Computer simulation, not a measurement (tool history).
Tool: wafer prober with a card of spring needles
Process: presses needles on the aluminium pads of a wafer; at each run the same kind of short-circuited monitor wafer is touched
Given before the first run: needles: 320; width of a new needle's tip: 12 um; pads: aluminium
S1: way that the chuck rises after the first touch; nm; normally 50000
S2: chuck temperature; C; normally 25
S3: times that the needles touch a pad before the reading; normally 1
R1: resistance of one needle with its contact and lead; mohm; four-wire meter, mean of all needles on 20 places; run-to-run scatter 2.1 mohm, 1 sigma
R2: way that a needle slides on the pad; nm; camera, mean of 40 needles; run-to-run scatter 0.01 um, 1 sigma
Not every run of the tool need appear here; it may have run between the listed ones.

| run | hour | S1 | S2 | S3 | R1 | R2 |
|---|---|---|---|---|---|---|
| 1 | 0 | 50000 | 25 | 1 | 233 | 9770 |
| 2 | 9.1 | 50000 | 25 | 1 | 237 | 9770 |
| 3 | 23.6 | 50000 | 75 | 1 | 248 | 9760 |
| 4 | 32.7 | 50000 | 25 | 1 | 232 | 9790 |
| 5 | 43.1 | 50000 | 25 | 1 | 233 | 9760 |
| 6 | 53.2 | 50000 | 25 | 1 | 236 | 9780 |
| 7 | 72.4 | 50000 | 25 | 1 | 235 | 9780 |
| 8 | 82.4 | 50000 | 25 | 1 | 234 | 9780 |
| 9 | 96.6 | 50000 | 25 | 1 | 234 | 9790 |
| 10 | 105.5 | 50000 | 25 | 1 | 235 | 9780 |
| 11 | 119.5 | 43000 | 25 | 1 | 236 | 8420 |
| 12 | 128.9 | 43000 | 25 | 1 | 233 | 8420 |
| 13 | 141.2 | 43000 | 65 | 2 | 248 | 8400 |
| 14 | 158.2 | 43000 | 65 | 2 | 246 | 8420 |
| 15 | 175.4 | 43000 | 65 | 2 | 247 | 8430 |
| 16 | 183.9 | 52000 | 25 | 1 | 233 | 10170 |
| 17 | 198.3 | 52000 | 25 | 1 | 233 | 10170 |
| 18 | 215.6 | 52000 | 25 | 1 | 235 | 10160 |
| 19 | 228.6 | 50000 | 25 | 1 | 236 | 9780 |
| 20 | 248.6 | 36000 | 59 | 3 | 248 | 7040 |
| 21 | 264.7 | 36000 | 59 | 3 | 251 | 7040 |
| 22 | 285.2 | 36000 | 59 | 3 | 247 | 7040 |
| 23 | 296.9 | 60000 | 50 | 2 | 239 | 11740 |

Not shown: 12 entries that the log had between the listed runs. Between which runs, and how does the tool's hidden state differ before and after?
From run 2 to run 3: tips cleaned on abrasive film (hour 12)
  debris on the tips, nm: 0.9 -> 0.6
From run 4 to run 5: tips cleaned on abrasive film (hour 40.5)
  debris on the tips, nm: 0.8 -> 0.2
From run 6 to run 7: tips cleaned on abrasive film (hour 68.3)
  debris on the tips, nm: 0.6 -> 0.3
From run 8 to run 9: tips cleaned on abrasive film (hour 96.1)
  debris on the tips, nm: 0.7 -> 0.1
From run 11 to run 12: tips cleaned on abrasive film (hour 124.2)
  debris on the tips, nm: 0.8 -> 0.3
From run 13 to run 14: tips cleaned on abrasive film (hour 151.1)
  debris on the tips, nm: 0.7 -> 0.5
From run 15 to run 16: tips cleaned on abrasive film (hour 178.1)
  debris on the tips, nm: 0.9 -> 0.4; way that the needles fall short of the set height, um: 0 -> 0.01
From run 17 to run 18: tips cleaned on abrasive film (hour 204.8)
  debris on the tips, nm: 0.8 -> 0.6
From run 19 to run 20: tips cleaned on abrasive film (hour 233.1)
  debris on the tips, nm: 0.9 -> 0.7
From run 20 to run 21: tips cleaned on abrasive film (hour 261)
  debris on the tips, nm: 0.7 -> 0.3
From run 22 to run 23: tips cleaned on abrasive film (hour 288.3); height of the first contact set anew (hour 296.5)
  debris on the tips, nm: 0.9 -> 0.5; way that the needles fall short of the set height, um: 0.01 -> 0
